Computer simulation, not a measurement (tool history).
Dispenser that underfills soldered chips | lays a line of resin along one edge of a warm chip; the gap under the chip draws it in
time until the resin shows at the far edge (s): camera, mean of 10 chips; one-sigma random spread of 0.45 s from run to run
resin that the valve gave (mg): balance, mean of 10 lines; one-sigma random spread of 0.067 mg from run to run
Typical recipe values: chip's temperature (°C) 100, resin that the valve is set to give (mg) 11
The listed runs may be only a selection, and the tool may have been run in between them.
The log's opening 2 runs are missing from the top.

run	hour	chip's temperature (°C)	resin that the valve is set to give (mg)	time until the resin shows at the far edge (s)	resin that the valve gave (mg)
# hour 9.5: new syringe of resin
3	9.8	100	11	34	10.45
4	15.8	96	11	44.5	10.32
# hour 19.2: new syringe of resin
5	19.9	96	11	37.4	10.38
6	23.3	96	11	40.7	10.36
7	27.5	100	11.1	40.4	10.47
# hour 29.3: new syringe of resin
8	33.9	100	11.1	37.7	10.42
9	38.1	100	11	41.7	10.38
# hour 39.3: new syringe of resin
10	43	100	11	35.8	10.32
11	46.6	100	11	39	10.36
# hour 49.1: new syringe of resin
12	51	108	11	27.6	10.24
13	55.6	108	11	30.9	10.2
# hour 59.2: new syringe of resin
14	60.2	100	13.9	33.3	12.9
15	66.7	107	13.9	32.3	12.83
# hour 68.9: new syringe of resin
16	71.3	107	13.9	27.1	12.92
17	75	100	11	39	10.14
# hour 78.7: new syringe of resin
18	80.4	100	11	35.1	10.06
19	84.5	100	11	38.7	9.97
# hour 88.4: new syringe of resin
20	90.1	96	11.6	38.4	10.6
# hour 94.5: dispensing valve cleaned and set on the balance
21	95.5	95	11.6	43.1	11.54
# hour 99.4: new syringe of resin
22	99.4	95	11.6	38.2	11.67
23	102.4	95	11.6	40.8	11.45
24	106.8	105	12	33.3	11.85
# hour 109.3: new syringe of resin
25	110.7	99	13.9	34	13.84
26	115.9	92	13	47.8	12.95

Run 27, settings as shown, results not yet in. Your forecast:
# hour 119.2: new syringe of resin
27	122.5	92	13	?	?

Run 27 produced time until the resin shows at the far edge (s) 42.9, resin that the valve gave (mg) 13.
With the hidden condition absent and the run-to-run variation left alone, this run would have shown time until the resin shows at the far edge (s) 41.6, resin that the valve gave (mg) 13.15.
